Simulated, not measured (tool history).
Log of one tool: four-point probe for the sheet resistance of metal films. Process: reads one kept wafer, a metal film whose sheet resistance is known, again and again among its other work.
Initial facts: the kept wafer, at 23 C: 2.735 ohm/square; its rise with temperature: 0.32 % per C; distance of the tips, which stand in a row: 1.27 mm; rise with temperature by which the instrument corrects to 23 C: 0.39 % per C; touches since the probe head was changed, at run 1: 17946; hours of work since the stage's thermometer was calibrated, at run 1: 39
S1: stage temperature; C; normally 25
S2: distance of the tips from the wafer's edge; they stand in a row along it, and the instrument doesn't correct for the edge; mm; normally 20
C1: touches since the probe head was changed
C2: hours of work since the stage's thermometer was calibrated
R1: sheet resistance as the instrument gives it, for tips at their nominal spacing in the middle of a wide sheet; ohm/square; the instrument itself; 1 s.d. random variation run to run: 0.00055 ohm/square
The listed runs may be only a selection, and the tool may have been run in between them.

run    day  S1  S2     C1   C2        R1
  1  0.000  25  20  17946   39  2.744275
  2  0.704  25  20  18576   51  2.745274
  3  1.342  25  16  19149   61  2.747528
  4  1.867  24  16  19623   70  2.750367
  5  2.183  25  20  19905   75  2.743907
  6  2.812  25  14  20470   86  2.750906
  7  3.100  25  14  20728   91  2.749163
  8  3.512  25  14  21099   97  2.749672
  9  3.817  25  20  21373  103  2.743673
 10  4.304  25  20  21809  111  2.744988
 11  4.692  28   5  22156  117  2.823776
 12  5.288  20  28  22691  127  2.750641
     5.342  -- stage's thermometer calibrated
 13  5.983  18  38  23298   11  2.754066
     6.350  -- stage's thermometer calibrated, once more
 14  6.604  29   4  23836    4  2.869141
 15  7.121  29   4  24299   13  2.868424
 16  7.433  33   5  24583   18  2.812015
 17  7.929  33   5  25027   26  2.812107
 18  8.417  33  12  25463   34  2.736375
 19  9.021  19  11  26006   44  2.769084

Branching from run 19: 3 alternative next runs. What would each branch give?
  A  9.546  35  11  26479  53   ?
  B  9.546  25  26  26479  53   ?
  C  9.546  25  11  26479  53   ?

run        R1
  A  2.736484
  B  2.739615
  C  2.756369
What these runs would have given with no unlogged condition in the tool:
run        R1
  A  2.730882
  B  2.733997
  C  2.750719

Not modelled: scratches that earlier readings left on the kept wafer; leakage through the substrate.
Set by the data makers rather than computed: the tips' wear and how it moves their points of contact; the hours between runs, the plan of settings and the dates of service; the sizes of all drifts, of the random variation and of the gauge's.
